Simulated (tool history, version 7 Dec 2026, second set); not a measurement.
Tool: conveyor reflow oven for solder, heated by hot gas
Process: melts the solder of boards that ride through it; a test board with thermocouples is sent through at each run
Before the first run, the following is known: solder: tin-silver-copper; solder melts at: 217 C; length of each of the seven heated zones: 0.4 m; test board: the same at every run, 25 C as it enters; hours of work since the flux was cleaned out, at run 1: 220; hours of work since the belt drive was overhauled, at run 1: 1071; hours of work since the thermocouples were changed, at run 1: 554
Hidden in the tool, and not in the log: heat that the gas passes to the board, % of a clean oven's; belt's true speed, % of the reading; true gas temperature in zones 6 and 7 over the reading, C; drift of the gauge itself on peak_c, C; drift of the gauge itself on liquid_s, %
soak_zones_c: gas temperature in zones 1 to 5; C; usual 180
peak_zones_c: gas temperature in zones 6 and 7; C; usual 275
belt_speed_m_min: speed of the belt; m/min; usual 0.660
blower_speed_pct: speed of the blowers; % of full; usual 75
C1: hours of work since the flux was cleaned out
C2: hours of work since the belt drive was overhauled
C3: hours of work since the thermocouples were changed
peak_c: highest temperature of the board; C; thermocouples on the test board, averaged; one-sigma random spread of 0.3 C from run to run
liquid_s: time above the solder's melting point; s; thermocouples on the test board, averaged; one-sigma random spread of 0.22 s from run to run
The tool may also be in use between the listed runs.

run 1 day=0.000 | soak_zones_c=180 peak_zones_c=275 belt_speed_m_min=0.660 blower_speed_pct=75 | C1=220 C2=1071 C3=554 | peak_c=261.8 liquid_s=64.5
run 2 day=2.675 | soak_zones_c=180 peak_zones_c=275 belt_speed_m_min=0.660 blower_speed_pct=75 | C1=261 C2=1112 C3=595 | peak_c=262.0 liquid_s=64.4
run 3 day=6.304 | soak_zones_c=180 peak_zones_c=275 belt_speed_m_min=0.660 blower_speed_pct=75 | C1=316 C2=1167 C3=650 | peak_c=262.0 liquid_s=64.5
run 4 day=8.967 | soak_zones_c=180 peak_zones_c=275 belt_speed_m_min=0.660 blower_speed_pct=75 | C1=357 C2=1208 C3=690 | peak_c=261.6 liquid_s=64.0
-- day=9.800 belt drive overhauled, speed set with a stopwatch
run 5 day=11.500 | soak_zones_c=180 peak_zones_c=287 belt_speed_m_min=0.660 blower_speed_pct=75 | C1=393 C2=26 C3=726 | peak_c=272.6 liquid_s=70.3
-- day=15.454 flux residue cleaned out of gas plates and filters
run 6 day=15.671 | soak_zones_c=180 peak_zones_c=287 belt_speed_m_min=0.660 blower_speed_pct=75 | C1=3 C2=86 C3=787 | peak_c=275.0 liquid_s=71.4
-- day=18.067 thermocouples of zones 6 and 7 changed
run 7 day=18.179 | soak_zones_c=180 peak_zones_c=287 belt_speed_m_min=0.660 blower_speed_pct=75 | C1=40 C2=123 C3=2 | peak_c=273.7 liquid_s=71.2
run 8 day=20.254 | soak_zones_c=169 peak_zones_c=275 belt_speed_m_min=0.660 blower_speed_pct=75 | C1=72 C2=155 C3=33 | peak_c=260.9 liquid_s=62.0
run 9 day=24.250 | soak_zones_c=169 peak_zones_c=275 belt_speed_m_min=0.660 blower_speed_pct=75 | C1=133 C2=216 C3=94 | peak_c=260.9 liquid_s=62.1
-- day=26.246 belt drive overhauled, speed set with a stopwatch, once more
run 10 day=28.304 | soak_zones_c=180 peak_zones_c=275 belt_speed_m_min=0.660 blower_speed_pct=75 | C1=192 C2=31 C3=153 | peak_c=260.6 liquid_s=62.2
run 11 day=31.300 | soak_zones_c=180 peak_zones_c=275 belt_speed_m_min=0.766 blower_speed_pct=75 | C1=238 C2=77 C3=199 | peak_c=255.8 liquid_s=49.9
run 12 day=35.054 | soak_zones_c=180 peak_zones_c=275 belt_speed_m_min=0.766 blower_speed_pct=75 | C1=295 C2=134 C3=256 | peak_c=255.3 liquid_s=50.2
run 13 day=38.588 | soak_zones_c=180 peak_zones_c=275 belt_speed_m_min=0.660 blower_speed_pct=75 | C1=349 C2=188 C3=310 | peak_c=260.7 liquid_s=61.9
run 14 day=40.550 | soak_zones_c=180 peak_zones_c=275 belt_speed_m_min=0.660 blower_speed_pct=75 | C1=378 C2=218 C3=340 | peak_c=259.8 liquid_s=61.8
run 15 day=44.575 | soak_zones_c=180 peak_zones_c=275 belt_speed_m_min=0.660 blower_speed_pct=75 | C1=440 C2=279 C3=401 | peak_c=259.9 liquid_s=61.6
-- day=45.367 flux residue cleaned out of gas plates and filters
run 16 day=47.733 | soak_zones_c=172 peak_zones_c=270 belt_speed_m_min=0.660 blower_speed_pct=56 | C1=36 C2=324 C3=446 | peak_c=251.1 liquid_s=52.3
run 17 day=49.500 | soak_zones_c=180 peak_zones_c=275 belt_speed_m_min=0.660 blower_speed_pct=72 | C1=63 C2=351 C3=473 | peak_c=261.7 liquid_s=62.8
run 18 day=52.333 | soak_zones_c=179 peak_zones_c=275 belt_speed_m_min=0.761 blower_speed_pct=75 | C1=106 C2=394 C3=516 | peak_c=257.6 liquid_s=51.8
run 19 day=54.762 | soak_zones_c=180 peak_zones_c=268 belt_speed_m_min=0.660 blower_speed_pct=75 | C1=143 C2=431 C3=553 | peak_c=255.5 liquid_s=59.7
run 20 day=57.512 | soak_zones_c=177 peak_zones_c=284 belt_speed_m_min=0.690 blower_speed_pct=57 | C1=185 C2=473 C3=595 | peak_c=262.0 liquid_s=58.8
run 21 day=60.696 | soak_zones_c=170 peak_zones_c=271 belt_speed_m_min=0.660 blower_speed_pct=75 | C1=233 C2=522 C3=644 | peak_c=256.2 liquid_s=56.8
run 22 day=62.688 | soak_zones_c=170 peak_zones_c=271 belt_speed_m_min=0.660 blower_speed_pct=75 | C1=264 C2=552 C3=674 | peak_c=256.2 liquid_s=57.0
run 23 day=66.367 | soak_zones_c=180 peak_zones_c=275 belt_speed_m_min=0.536 blower_speed_pct=58 | C1=320 C2=608 C3=730 | peak_c=263.2 liquid_s=79.4
run 24 day=70.196 | soak_zones_c=180 peak_zones_c=274 belt_speed_m_min=0.670 blower_speed_pct=58 | C1=378 C2=666 C3=788 | peak_c=254.8 liquid_s=57.6
-- day=72.558 thermocouples of zones 6 and 7 changed
run 25 day=72.558 | soak_zones_c=180 peak_zones_c=265 belt_speed_m_min=0.701 blower_speed_pct=71 | C1=413 C2=701 C3=0 | peak_c=248.7 liquid_s=51.5
-- day=75.071 flux residue cleaned out of gas plates and filters
run 26 day=75.704 | soak_zones_c=180 peak_zones_c=265 belt_speed_m_min=0.574 blower_speed_pct=54 | C1=10 C2=746 C3=45 | peak_c=252.0 liquid_s=67.4
run 27 day=79.542 | soak_zones_c=181 peak_zones_c=275 belt_speed_m_min=0.660 blower_speed_pct=75 | C1=68 C2=804 C3=103 | peak_c=263.1 liquid_s=65.1
run 28 day=82.671 | soak_zones_c=181 peak_zones_c=275 belt_speed_m_min=0.660 blower_speed_pct=75 | C1=116 C2=852 C3=151 | peak_c=262.1 liquid_s=64.3
run 29 day=85.158 | soak_zones_c=181 peak_zones_c=275 belt_speed_m_min=0.660 blower_speed_pct=75 | C1=154 C2=890 C3=189 | peak_c=262.5 liquid_s=64.5

Across each entry between runs, compare the hidden state at the last listed run before it with the hidden state at the first listed run after it:
Between runs 4 and 5: belt drive overhauled, speed set with a stopwatch (day 9.800)
  heat that the gas passes to the board, % of a clean oven's: 90.1 -> 89.2; belt's true speed, % of the reading: 97.03 -> 95.69; true gas temperature in zones 6 and 7 over the reading, C: 0.53 -> 0.57
  measured result minus the result with no hidden state, peak_c: -0.8 -> -0.6 C; liquid_s: +1.3 -> +2.8 s
Between runs 5 and 6: flux residue cleaned out of gas plates and filters (day 15.454)
  heat that the gas passes to the board, % of a clean oven's: 89.2 -> 99.4; belt's true speed, % of the reading: 95.69 -> 95.53; true gas temperature in zones 6 and 7 over the reading, C: 0.57 -> 0.64
  measured result minus the result with no hidden state, peak_c: -0.6 -> +1.8 C; liquid_s: +2.8 -> +4.0 s
Between runs 6 and 7: thermocouples of zones 6 and 7 changed (day 18.067)
  heat that the gas passes to the board, % of a clean oven's: 99.4 -> 98.3; belt's true speed, % of the reading: 95.53 -> 95.43; true gas temperature in zones 6 and 7 over the reading, C: 0.64 -> -0.36
  measured result minus the result with no hidden state, peak_c: +1.8 -> +0.7 C; liquid_s: +4.0 -> +3.6 s
Between runs 9 and 10: belt drive overhauled, speed set with a stopwatch, once more (day 26.246)
  heat that the gas passes to the board, % of a clean oven's: 95.9 -> 94.4; belt's true speed, % of the reading: 95.18 -> 99.97; true gas temperature in zones 6 and 7 over the reading, C: -0.26 -> -0.2
  measured result minus the result with no hidden state, peak_c: +0.3 -> -1.3 C; liquid_s: +3.3 -> -0.8 s
Between runs 15 and 16: flux residue cleaned out of gas plates and filters (day 45.367)
  heat that the gas passes to the board, % of a clean oven's: 88 -> 98.8; belt's true speed, % of the reading: 99.32 -> 99.21; true gas temperature in zones 6 and 7 over the reading, C: 0.06 -> 0.1
  measured result minus the result with no hidden state, peak_c: -2.5 -> +0.2 C; liquid_s: -1.2 -> +0.5 s
Between runs 24 and 25: thermocouples of zones 6 and 7 changed (day 72.558)
  heat that the gas passes to the board, % of a clean oven's: 89.9 -> 89; belt's true speed, % of the reading: 98.32 -> 98.23; true gas temperature in zones 6 and 7 over the reading, C: 0.46 -> 0.09
  measured result minus the result with no hidden state, peak_c: -1.0 -> -1.8 C; liquid_s: +0.1 -> -0.9 s
Between runs 25 and 26: flux residue cleaned out of gas plates and filters (day 75.071)
  heat that the gas passes to the board, % of a clean oven's: 89 -> 99.6; belt's true speed, % of the reading: 98.23 -> 98.12; true gas temperature in zones 6 and 7 over the reading, C: 0.09 -> 0.13
  measured result minus the result with no hidden state, peak_c: -1.8 -> +0.6 C; liquid_s: -0.9 -> +1.8 s
